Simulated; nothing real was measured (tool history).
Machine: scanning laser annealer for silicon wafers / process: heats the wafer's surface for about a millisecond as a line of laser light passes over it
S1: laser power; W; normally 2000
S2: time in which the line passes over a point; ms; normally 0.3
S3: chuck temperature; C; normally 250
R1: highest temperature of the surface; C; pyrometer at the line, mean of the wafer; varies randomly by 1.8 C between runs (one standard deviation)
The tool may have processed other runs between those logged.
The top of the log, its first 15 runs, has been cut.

{"run": 16, "hour": 582.7, "S1": 2000, "S2": 0.3, "S3": 250, "R1": 995}
{"run": 17, "hour": 629.8, "S1": 2000, "S2": 0.3, "S3": 250, "R1": 989}
{"run": 18, "hour": 668.8, "S1": 2000, "S2": 0.3, "S3": 250, "R1": 991}
{"hour": 685.3, "done": "optics aligned, line set to its width"}
{"run": 19, "hour": 725.9, "S1": 2000, "S2": 0.3, "S3": 250, "R1": 995}
{"run": 20, "hour": 769.4, "S1": 2000, "S2": 0.256, "S3": 250, "R1": 930}
{"hour": 816.9, "done": "window over the wafer cleaned"}
{"run": 21, "hour": 819.3, "S1": 2000, "S2": 0.256, "S3": 250, "R1": 959}
{"run": 22, "hour": 848.6, "S1": 2189, "S2": 0.256, "S3": 251, "R1": 1037}
{"run": 23, "hour": 870.4, "S1": 1985, "S2": 0.297, "S3": 275, "R1": 1041}
{"hour": 876.3, "done": "laser's power meter calibrated"}
{"run": 24, "hour": 910.0, "S1": 1985, "S2": 0.297, "S3": 275, "R1": 1036}
{"run": 25, "hour": 959.8, "S1": 1985, "S2": 0.297, "S3": 275, "R1": 1034}
{"run": 26, "hour": 1000.9, "S1": 2140, "S2": 0.3, "S3": 250, "R1": 1076}
{"run": 27, "hour": 1053.7, "S1": 2140, "S2": 0.3, "S3": 250, "R1": 1073}
{"run": 28, "hour": 1080.5, "S1": 1971, "S2": 0.378, "S3": 283, "R1": 1140}
{"run": 29, "hour": 1125.8, "S1": 2178, "S2": 0.269, "S3": 279, "R1": 1063}
{"hour": 1150.6, "done": "laser's power meter calibrated, once more"}
{"run": 30, "hour": 1178.5, "S1": 2178, "S2": 0.269, "S3": 279, "R1": 1074}
{"run": 31, "hour": 1218.3, "S1": 2000, "S2": 0.356, "S3": 277, "R1": 1124}
{"run": 32, "hour": 1246.8, "S1": 1940, "S2": 0.295, "S3": 260, "R1": 995}
{"run": 33, "hour": 1296.9, "S1": 2006, "S2": 0.361, "S3": 290, "R1": 1140}
{"run": 34, "hour": 1324.6, "S1": 2006, "S2": 0.361, "S3": 290, "R1": 1141}
{"run": 35, "hour": 1370.2, "S1": 2000, "S2": 0.3, "S3": 268, "R1": 1031}
{"run": 36, "hour": 1409.3, "S1": 2069, "S2": 0.309, "S3": 281, "R1": 1083}
{"run": 37, "hour": 1447.6, "S1": 2069, "S2": 0.239, "S3": 248, "R1": 938}
{"run": 38, "hour": 1499.1, "S1": 2069, "S2": 0.239, "S3": 248, "R1": 937}
{"run": 39, "hour": 1541.0, "S1": 2069, "S2": 0.239, "S3": 248, "R1": 933}
{"run": 40, "hour": 1577.9, "S1": 2069, "S2": 0.239, "S3": 217, "R1": 904}

Here are 5 independent what-if runs from the current tool condition. What would each one return?
{"run": "A", "hour": 1618.5, "S1": 2072, "S2": 0.264, "S3": 278, "R1": "?"}
{"run": "B", "hour": 1618.5, "S1": 1840, "S2": 0.239, "S3": 217, "R1": "?"}
{"run": "C", "hour": 1618.5, "S1": 2069, "S2": 0.239, "S3": 232, "R1": "?"}
{"run": "D", "hour": 1618.5, "S1": 2069, "S2": 0.325, "S3": 217, "R1": "?"}
{"run": "E", "hour": 1618.5, "S1": 1761, "S2": 0.236, "S3": 233, "R1": "?"}

run=A R1=1005
run=B R1=818
run=C R1=918
run=D R1=1031
run=E R1=805
With no hidden state in the tool, these same runs would have given:
run=A R1=1046
run=B R1=853
run=C R1=957
run=D R1=1077
run=E R1=838

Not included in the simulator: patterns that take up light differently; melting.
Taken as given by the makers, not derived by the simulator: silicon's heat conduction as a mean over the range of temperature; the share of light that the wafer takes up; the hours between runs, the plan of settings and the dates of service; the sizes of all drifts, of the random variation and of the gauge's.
